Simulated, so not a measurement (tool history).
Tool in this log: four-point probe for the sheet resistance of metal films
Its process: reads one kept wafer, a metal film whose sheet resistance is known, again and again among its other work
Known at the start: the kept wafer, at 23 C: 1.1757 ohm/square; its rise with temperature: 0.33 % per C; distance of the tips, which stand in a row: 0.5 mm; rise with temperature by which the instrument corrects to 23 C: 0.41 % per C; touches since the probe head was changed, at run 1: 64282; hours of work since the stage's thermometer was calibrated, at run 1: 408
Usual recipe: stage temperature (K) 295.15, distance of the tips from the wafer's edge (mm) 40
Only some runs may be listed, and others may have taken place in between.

run	hour	stage temperature (K)	distance of the tips from the wafer's edge (mm)	touches since the probe head was changed	hours of work since the stage's thermometer was calibrated	sheet resistance as the instrument gives it (ohm/square)
1	0	295.15	40	64282	408	1.186001
2	15.3	295.15	40	64946	419	1.185812
3	28.6	295.15	40	65525	428	1.186259
4	41.6	295.15	40	66089	437	1.186282
5	55.5	295.15	40	66692	446	1.186268
6	79.9	295.15	16	67749	463	1.186552
7	91.3	295.15	16	68246	470	1.186801
8	113.7	295.15	16	69216	486	1.187145
9	137.8	295.15	16	70263	502	1.186689
10	151	295.15	40	70838	511	1.186443
11	163.4	295.15	40	71376	520	1.186755
12	188.6	295.15	40	72472	537	1.187021
13	199.4	295.15	5	72936	544	1.192928
14	216.1	295.15	5	73665	555	1.193017
15	234.2	295.15	40	74452	568	1.187061
16	257.8	295.15	12	75475	584	1.18799
17	270.6	295.15	40	76031	593	1.18762
18	292.8	295.15	40	76992	608	1.187223
19	316.3	295.15	40	78014	624	1.187344
# hour 318.4: stage's thermometer calibrated
20	337.5	299.15	7	78912	13	1.186577
21	353.4	291.15	15	79603	24	1.191762
# hour 368.8: stage's thermometer calibrated, once more
22	378.9	299.15	29	80686	7	1.184349
23	398.2	299.15	29	81524	20	1.184604
24	413.3	299.15	29	82183	30	1.184706
25	435	295.15	42	83124	45	1.188855
26	446.1	302.15	40	83605	53	1.181993
27	459	302.15	40	84167	61	1.182001
28	478.1	307.15	35	84995	74	1.178191
29	497.6	297.15	32	85841	88	1.187094
30	509.8	306.15	15	86371	96	1.17919
31	531	306.15	29	87293	110	1.178692
32	551.8	307.15	18	88197	125	1.178573
33	575.8	291.15	4	89236	141	1.203107

Measured minus without-hidden-state, run by run (identical run-to-run variation in each term; gauge scatter may differ):
Unlogged tool condition in this case: inner tips' distance over the nominal, %; tips' flats over new ones', %; wafer's true temperature over the reading, C; drift of the gauge itself on sheet_ohm, %.
run	sheet resistance as the instrument gives it (ohm/square)
1	+0.009114
2	+0.009184
3	+0.009251
4	+0.009307
5	+0.009373
6	+0.009492
7	+0.009546
8	+0.009654
9	+0.009763
10	+0.00982
11	+0.009885
12	+0.010013
13	+0.010106
14	+0.010191
15	+0.01023
16	+0.010359
17	+0.010418
18	+0.010516
19	+0.010623
20	+0.010502
21	+0.010615
22	+0.011557
23	+0.011661
24	+0.011739
25	+0.011879
26	+0.011853
27	+0.011915
28	+0.011969
29	+0.012161
30	+0.012133
31	+0.012244
32	+0.012342
33	+0.01272
